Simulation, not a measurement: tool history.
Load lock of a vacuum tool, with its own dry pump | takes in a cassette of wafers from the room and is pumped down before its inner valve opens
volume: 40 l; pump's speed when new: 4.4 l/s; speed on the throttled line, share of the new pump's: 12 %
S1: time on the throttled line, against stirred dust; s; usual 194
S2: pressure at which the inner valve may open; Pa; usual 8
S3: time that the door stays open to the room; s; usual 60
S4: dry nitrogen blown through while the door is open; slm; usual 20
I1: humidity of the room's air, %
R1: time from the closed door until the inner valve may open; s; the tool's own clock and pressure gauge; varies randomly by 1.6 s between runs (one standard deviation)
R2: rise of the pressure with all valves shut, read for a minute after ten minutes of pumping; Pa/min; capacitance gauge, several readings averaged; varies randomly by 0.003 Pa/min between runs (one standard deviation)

Run 1, hour 0.0: usual settings; I1 45.7. Result: R1 264.2 s, R2 0.262 Pa/min.
Run 2, hour 222.5: usual settings; I1 44.5. Result: R1 265.1 s, R2 0.272 Pa/min.
Run 3, hour 490.3: usual settings; I1 41.6. Result: R1 265.0 s, R2 0.277 Pa/min.
Run 4, hour 656.5: usual settings; I1 47.0. Result: R1 264.5 s, R2 0.286 Pa/min.
Run 5, hour 861.7: usual settings; I1 44.9. Result: R1 266.7 s, R2 0.289 Pa/min.
Run 6, hour 1174.7: usual settings but S4 45 slm; I1 47.1. Result: R1 268.8 s, R2 0.292 Pa/min.
Run 7, hour 1549.9: usual settings but S4 45 slm; I1 44.6. Result: R1 268.3 s, R2 0.303 Pa/min.
Run 8, hour 1916.1: usual settings but S4 45 slm; I1 50.2. Result: R1 270.9 s, R2 0.320 Pa/min.
Run 9, hour 2087.9: usual settings but S3 65 s; I1 45.0. Result: R1 267.7 s, R2 0.345 Pa/min.
Run 10, hour 2300.0: usual settings; I1 46.1. Result: R1 270.1 s, R2 0.343 Pa/min.
Run 11, hour 2611.9: usual settings; I1 45.5. Result: R1 268.3 s, R2 0.349 Pa/min.
Run 12, hour 2891.7: usual settings but S3 139 s; I1 41.3. Result: R1 268.6 s, R2 0.371 Pa/min.
Run 13, hour 3149.3: usual settings but S1 137 s; I1 44.1. Result: R1 219.4 s, R2 0.378 Pa/min.
Run 14, hour 3392.0: usual settings but S2 14 Pa; I1 44.5. Result: R1 263.3 s, R2 0.399 Pa/min.
Run 15, hour 3686.2: usual settings but S2 14 Pa; I1 43.6. Result: R1 260.0 s, R2 0.407 Pa/min.
Run 16, hour 3918.1: usual settings but S2 14 Pa; I1 44.8. Result: R1 259.0 s, R2 0.410 Pa/min.
Run 17, hour 4292.3: usual settings but S2 9 Pa; I1 44.4. Result: R1 268.1 s, R2 0.421 Pa/min.
Run 18, hour 4476.1: usual settings but S2 9 Pa; I1 42.2. Result: R1 267.4 s, R2 0.435 Pa/min.
Run 19, hour 4758.7: usual settings but S2 9 Pa; I1 42.6. Result: R1 267.5 s, R2 0.445 Pa/min.
Run 20, hour 5066.2: usual settings but S4 11 slm; I1 46.4. Result: R1 271.7 s, R2 0.477 Pa/min.
Run 21, hour 5299.4: usual settings but S3 221 s, S4 34 slm; I1 47.1. Result: R1 270.8 s, R2 0.473 Pa/min.
Run 22, hour 5583.2: usual settings but S3 221 s, S4 34 slm; I1 46.8. Result: R1 270.1 s, R2 0.493 Pa/min.
Run 23, hour 5769.2: usual settings but S3 221 s, S4 34 slm; I1 45.6. Result: R1 273.0 s, R2 0.493 Pa/min.
Run 24, hour 5928.0: usual settings but S2 7 Pa, S3 48 s; I1 44.8. Result: R1 274.6 s, R2 0.508 Pa/min.
At hour 6161.2: door's seal changed, seat wiped.
Run 25, hour 6260.1: usual settings but S2 7 Pa, S3 48 s; I1 43.5. Result: R1 274.6 s, R2 0.026 Pa/min.
Run 26, hour 6588.6: usual settings but S2 6 Pa; I1 44.9. Result: R1 273.8 s, R2 0.033 Pa/min.
Run 27, hour 6837.0: usual settings but S2 6 Pa; I1 47.2. Result: R1 274.4 s, R2 0.030 Pa/min.
Run 28, hour 7040.8: usual settings but S1 125 s, S2 10 Pa, S3 65 s; I1 46.2. Result: R1 214.4 s, R2 0.036 Pa/min.
Run 29, hour 7353.7: usual settings but S1 125 s, S2 10 Pa, S3 65 s; I1 45.1. Result: R1 210.7 s, R2 0.040 Pa/min.
Run 30, hour 7678.2: usual settings but S1 125 s, S2 10 Pa, S3 65 s; I1 48.7. Result: R1 212.7 s, R2 0.044 Pa/min.
Run 31, hour 7894.3: usual settings but S1 125 s, S2 10 Pa, S3 65 s, S4 11 slm; I1 48.0. Result: R1 211.7 s, R2 0.053 Pa/min.
Run 32, hour 8107.5: usual settings but S1 125 s, S2 10 Pa, S3 65 s, S4 11 slm; I1 44.1. Result: R1 213.0 s, R2 0.056 Pa/min.
Run 33, hour 8265.3: usual settings but S1 125 s, S2 10 Pa, S3 65 s, S4 11 slm; I1 42.6. Result: R1 215.7 s, R2 0.060 Pa/min.
Run 34, hour 8552.8: usual settings but S1 378 s, S3 35 s; I1 45.8. Result: R1 435.1 s, R2 0.051 Pa/min.
Run 35, hour 8828.0: usual settings but S1 378 s, S3 35 s; I1 43.4. Result: R1 433.6 s, R2 0.053 Pa/min.
Run 36, hour 9116.8: usual settings but S2 12 Pa, S3 151 s, S4 4 slm; I1 46.5. Result: R1 272.4 s, R2 0.112 Pa/min.
Run 37, hour 9458.1: usual settings but S3 40 s, S4 25 slm; I1 41.8. Result: R1 280.0 s, R2 0.058 Pa/min.

Predict each of these 3 candidate next runs independently; none follows another, all start after run 37:
Run A, hour 9831.1: usual settings but S2 16 Pa, S3 40 s, S4 25 slm; I1 45.4. Result: R1 ?, R2 ?.
Run B, hour 9831.1: usual settings but S1 185 s, S3 47 s, S4 25 slm; I1 45.6. Result: R1 ?, R2 ?.
Run C, hour 9831.1: usual settings but S3 91 s, S4 9 slm; I1 43.9. Result: R1 ?, R2 ?.

run     R1     R2
  A  265.9  0.061
  B  270.5  0.064
  C  279.8  0.091
Without the tool's unlogged condition, the same runs would have read:
run     R1     R2
  A  250.1  0.015
  B  252.5  0.018
  C  261.7  0.045

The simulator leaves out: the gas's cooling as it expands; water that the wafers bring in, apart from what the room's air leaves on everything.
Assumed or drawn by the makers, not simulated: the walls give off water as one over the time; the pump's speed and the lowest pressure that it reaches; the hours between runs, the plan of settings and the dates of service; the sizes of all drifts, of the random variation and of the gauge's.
